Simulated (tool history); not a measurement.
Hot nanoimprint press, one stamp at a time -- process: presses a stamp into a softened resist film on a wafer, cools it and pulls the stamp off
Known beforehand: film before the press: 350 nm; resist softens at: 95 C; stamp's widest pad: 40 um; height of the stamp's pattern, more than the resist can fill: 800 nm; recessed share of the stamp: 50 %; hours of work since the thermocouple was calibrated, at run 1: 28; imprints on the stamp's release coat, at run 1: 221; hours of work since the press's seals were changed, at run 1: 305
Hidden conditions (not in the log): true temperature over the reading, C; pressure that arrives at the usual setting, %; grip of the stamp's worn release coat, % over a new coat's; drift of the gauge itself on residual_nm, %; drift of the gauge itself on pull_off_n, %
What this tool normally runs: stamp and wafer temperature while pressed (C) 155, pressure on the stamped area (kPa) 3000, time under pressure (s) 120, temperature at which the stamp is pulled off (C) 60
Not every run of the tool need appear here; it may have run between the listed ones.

run   hour  stamp and wafer temperature while pressed (C)  pressure on the stamped area (kPa)  time under pressure (s)  temperature at which the stamp is pulled off (C)  hours of work since the thermocouple was calibrated  imprints on the stamp's release coat  hours of work since the press's seals were changed  resist left under the stamp's widest pad (nm)  greatest force while the stamp is pulled off (N)
  1      0                                            155                                3000                      120                                                60                                                   28                                   221                                                 305                                          192.4                                               224
  2   17.7                                            155                                3000                      120                                                60                                                   38                                   259                                                 315                                          192.5                                               226
  3   36.2                                            155                                3000                      120                                                62                                                   49                                   299                                                 326                                          193.9                                               218
  4   54.7                                            155                                3000                      120                                                60                                                   60                                   339                                                 337                                          192.1                                               226
  5   85.3                                            155                                3000                      120                                                60                                                   78                                   405                                                 356                                          192.1                                               227
  6  112.8                                            155                                3000                      120                                                60                                                   95                                   464                                                 372                                          192.1                                               230
  7  134.9                                            155                                3000                      120                                                60                                                  108                                   512                                                 385                                          192.8                                               232
  8  161.5                                            155                                3000                      120                                                60                                                  124                                   569                                                 401                                          192.4                                               234
  9  189.4                                            163                                3000                      120                                                60                                                  140                                   629                                                 418                                          144.7                                               231
 10  206.7                                            147                                3000                      120                                                60                                                  150                                   667                                                 428                                          248.9                                               232
 11  219.6                                            147                                3000                      120                                                60                                                  158                                   694                                                 435                                          248.4                                               230
 12  249.1                                            155                                3000                      120                                                66                                                  176                                   758                                                 453                                          192.5                                               212
 13  264.4                                            155                                3000                      120                                                60                                                  185                                   791                                                 462                                          190.8                                               236
 14  288.2                                            155                                3000                      120                                                60                                                  199                                   843                                                 476                                          191.7                                               234
 15  317.2                                            155                                3000                      120                                                60                                                  216                                   905                                                 494                                          191.2                                               237
 16  347.9                                            155                                3000                      120                                                60                                                  234                                   971                                                 512                                          191.2                                               240
 17  371.4                                            143                                3000                      208                                                60                                                  248                                  1022                                                 526                                          245.2                                               237
 18    402                                            143                                3000                      208                                                60                                                  267                                  1088                                                 544                                          244.1                                               241
 19  429.2                                            143                                3000                      208                                                60                                                  283                                  1147                                                 560                                          244.6                                               240
 20  459.8                                            155                                2100                      208                                                64                                                  301                                  1213                                                 578                                          183.2                                               226
 21  477.7                                            153                                3860                      174                                                51                                                  312                                  1252                                                 589                                          162.8                                               282
 22  495.9                                            153                                3860                      174                                                51                                                  322                                  1291                                                 600                                          162.3                                               281
     516.6  -- press's hydraulic seals changed and the load cell set to zero
 23  522.2                                            153                                3860                      174                                                51                                                  333                                  1330                                                   3                                          158.9                                               281
 24  551.4                                            153                                4780                      128                                                51                                                  351                                  1393                                                  21                                          161.5                                               283
 25  569.3                                            154                                2860                       64                                                60                                                  361                                  1432                                                  31                                          237.9                                               243
 26  583.6                                            154                                2150                       64                                                49                                                  370                                  1463                                                  40                                          258.4                                               293
 27  601.3                                            154                                2150                       64                                                49                                                  380                                  1501                                                  50                                          258.2                                               292
     621.7  -- stamp cleaned and given a new release coat
 28  624.2                                            154                                2150                       64                                                49                                                  390                                     5                                                  60                                          258.4                                               262
 29  645.6                                            154                                2570                       64                                                49                                                  403                                    52                                                  73                                          246.1                                               262
 30    659                                            150                                3000                      226                                                60                                                  411                                    81                                                  81                                          181.8                                               223

Same runs, no hidden state in the tool, same run-to-run variation:
run  resist left under the stamp's widest pad (nm)  greatest force while the stamp is pulled off (N)
  1                                          191.9                                               221
  2                                          192.1                                               222
  3                                          193.6                                               214
  4                                          191.8                                               220
  5                                          192.1                                               221
  6                                          192.2                                               222
  7                                            193                                               223
  8                                          192.6                                               224
  9                                          144.8                                               221
 10                                          249.6                                               221
 11                                          249.3                                               219
 12                                          193.2                                               201
 13                                          191.5                                               224
 14                                          192.6                                               220
 15                                          192.2                                               222
 16                                          192.4                                               224
 17                                          247.1                                               221
 18                                          246.2                                               223
 19                                          246.9                                               221
 20                                          185.6                                               208
 21                                          163.9                                               258
 22                                          163.5                                               256
 23                                          163.4                                               256
 24                                          166.2                                               257
 25                                          242.7                                               220
 26                                          262.9                                               264
 27                                          262.8                                               263
 28                                          263.1                                               264
 29                                          251.2                                               264
 30                                          187.5                                               225
